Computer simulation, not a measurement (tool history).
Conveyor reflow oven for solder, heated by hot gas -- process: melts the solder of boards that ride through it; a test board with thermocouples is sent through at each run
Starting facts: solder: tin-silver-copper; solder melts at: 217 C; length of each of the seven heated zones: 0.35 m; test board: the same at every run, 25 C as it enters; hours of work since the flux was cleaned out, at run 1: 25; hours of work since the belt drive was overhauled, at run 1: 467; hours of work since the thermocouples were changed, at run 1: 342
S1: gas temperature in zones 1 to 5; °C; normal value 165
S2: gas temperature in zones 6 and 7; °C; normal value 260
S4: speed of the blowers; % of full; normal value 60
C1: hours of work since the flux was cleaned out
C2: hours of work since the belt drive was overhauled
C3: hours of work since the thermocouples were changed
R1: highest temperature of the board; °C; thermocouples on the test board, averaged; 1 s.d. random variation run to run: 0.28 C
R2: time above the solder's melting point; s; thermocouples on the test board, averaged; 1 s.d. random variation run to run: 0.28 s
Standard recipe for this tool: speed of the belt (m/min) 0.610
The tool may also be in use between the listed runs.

Run 1, hour 0.0: usual settings; C1 25; C2 467; C3 342. Result: R1 237.2 °C, R2 34.5 s.
Run 2, hour 21.2: usual settings; C1 41; C2 483; C3 358. Result: R1 237.5 °C, R2 34.1 s.
Run 3, hour 36.4: usual settings but speed of the belt (m/min) 0.600; C1 53; C2 495; C3 370. Result: R1 238.1 °C, R2 36.2 s.
Run 4, hour 50.4: usual settings but speed of the belt (m/min) 0.600; C1 64; C2 506; C3 381. Result: R1 237.6 °C, R2 36.5 s.
Run 5, hour 72.4: usual settings; C1 81; C2 524; C3 398. Result: R1 237.4 °C, R2 34.6 s.
Run 6, hour 89.3: usual settings; C1 95; C2 537; C3 412. Result: R1 237.5 °C, R2 34.5 s.
Run 7, hour 106.6: usual settings but speed of the belt (m/min) 0.515; C1 108; C2 550; C3 425. Result: R1 243.7 °C, R2 50.2 s.
Run 8, hour 123.4: usual settings but speed of the belt (m/min) 0.515; C1 121; C2 563; C3 438. Result: R1 243.0 °C, R2 50.1 s.
Run 9, hour 146.5: usual settings but S4 55 % of full; C1 139; C2 582; C3 456. Result: R1 235.2 °C, R2 31.9 s.
Run 10, hour 162.9: usual settings but S4 84 % of full; C1 152; C2 594; C3 469. Result: R1 244.4 °C, R2 43.8 s.
Run 11, hour 174.7: usual settings but S4 57 % of full; C1 162; C2 604; C3 479. Result: R1 236.5 °C, R2 32.8 s.
Run 12, hour 190.0: usual settings but S4 57 % of full; C1 174; C2 616; C3 490. Result: R1 236.3 °C, R2 32.5 s.
Run 13, hour 205.2: usual settings but S4 57 % of full; C1 185; C2 627; C3 502. Result: R1 236.0 °C, R2 32.9 s.
Run 14, hour 226.5: usual settings but S4 57 % of full; C1 202; C2 644; C3 519. Result: R1 236.0 °C, R2 32.9 s.
Run 15, hour 250.4: usual settings but S4 57 % of full; C1 221; C2 663; C3 538. Result: R1 236.1 °C, R2 32.7 s.
Run 16, hour 271.3: usual settings but S2 252 °C; C1 237; C2 679; C3 554. Result: R1 231.3 °C, R2 27.0 s.
Run 17, hour 281.2: usual settings but S2 252 °C; C1 245; C2 687; C3 562. Result: R1 231.0 °C, R2 26.7 s.
Run 18, hour 298.6: usual settings but S2 253 °C, S4 63 % of full; C1 258; C2 701; C3 575. Result: R1 232.7 °C, R2 29.3 s.
Run 19, hour 309.1: usual settings but S1 152 °C, S2 253 °C, speed of the belt (m/min) 0.612, S4 65 % of full; C1 267; C2 709; C3 584. Result: R1 230.5 °C, R2 23.3 s.
Run 20, hour 319.3: usual settings but S1 174 °C, S2 259 °C, speed of the belt (m/min) 0.649; C1 275; C2 717; C3 592. Result: R1 236.9 °C, R2 33.1 s.
Run 21, hour 335.0: usual settings but S1 174 °C, S2 265 °C, speed of the belt (m/min) 0.500, S4 63 % of full; C1 287; C2 729; C3 604. Result: R1 251.4 °C, R2 62.2 s.
Run 22, hour 347.2: usual settings but S1 169 °C, S2 261 °C, S4 78 % of full; C1 296; C2 739; C3 613. Result: R1 244.2 °C, R2 44.1 s.
Run 23, hour 359.5: usual settings but S1 169 °C, S2 261 °C, S4 78 % of full; C1 306; C2 748; C3 623. Result: R1 244.4 °C, R2 44.4 s.
Run 24, hour 374.3: usual settings but S1 169 °C, S2 261 °C, speed of the belt (m/min) 0.656, S4 78 % of full; C1 318; C2 760; C3 635. Result: R1 242.1 °C, R2 38.6 s.
Run 25, hour 385.7: usual settings but S2 268 °C, speed of the belt (m/min) 0.683, S4 55 % of full; C1 327; C2 769; C3 644. Result: R1 236.5 °C, R2 28.6 s.
Run 26, hour 403.1: usual settings but S1 174 °C, S2 249 °C, speed of the belt (m/min) 0.628, S4 81 % of full; C1 340; C2 782; C3 657. Result: R1 234.9 °C, R2 35.5 s.
At hour 409.2: flux residue cleaned out of gas plates and filters.
Run 27, hour 418.7: usual settings but S1 174 °C, S2 249 °C, speed of the belt (m/min) 0.628, S4 81 % of full; C1 7; C2 791; C3 665. Result: R1 234.9 °C, R2 36.2 s.
Run 28, hour 435.6: usual settings but speed of the belt (m/min) 0.568, S4 52 % of full; C1 21; C2 804; C3 679. Result: R1 236.6 °C, R2 37.3 s.
Run 29, hour 449.0: usual settings but S1 161 °C; C1 31; C2 814; C3 689. Result: R1 236.8 °C, R2 32.7 s.
Run 30, hour 463.2: usual settings but S2 248 °C, S4 84 % of full; C1 42; C2 825; C3 700. Result: R1 233.8 °C, R2 33.3 s.
Run 31, hour 481.4: usual settings but S2 265 °C, S4 54 % of full; C1 56; C2 840; C3 715. Result: R1 238.9 °C, R2 35.2 s.
Run 32, hour 503.6: usual settings but S2 275 °C, speed of the belt (m/min) 0.561, S4 54 % of full; C1 74; C2 857; C3 732. Result: R1 251.0 °C, R2 51.2 s.

For each entry between runs, how does the tool's hidden state at the last listed run before it compare with that at the first listed run after it?
Run 26 -> run 27: flux residue cleaned out of gas plates and filters (hour 409.2)
  heat that the gas passes to the board, % of a clean oven's: 99.6 -> 100
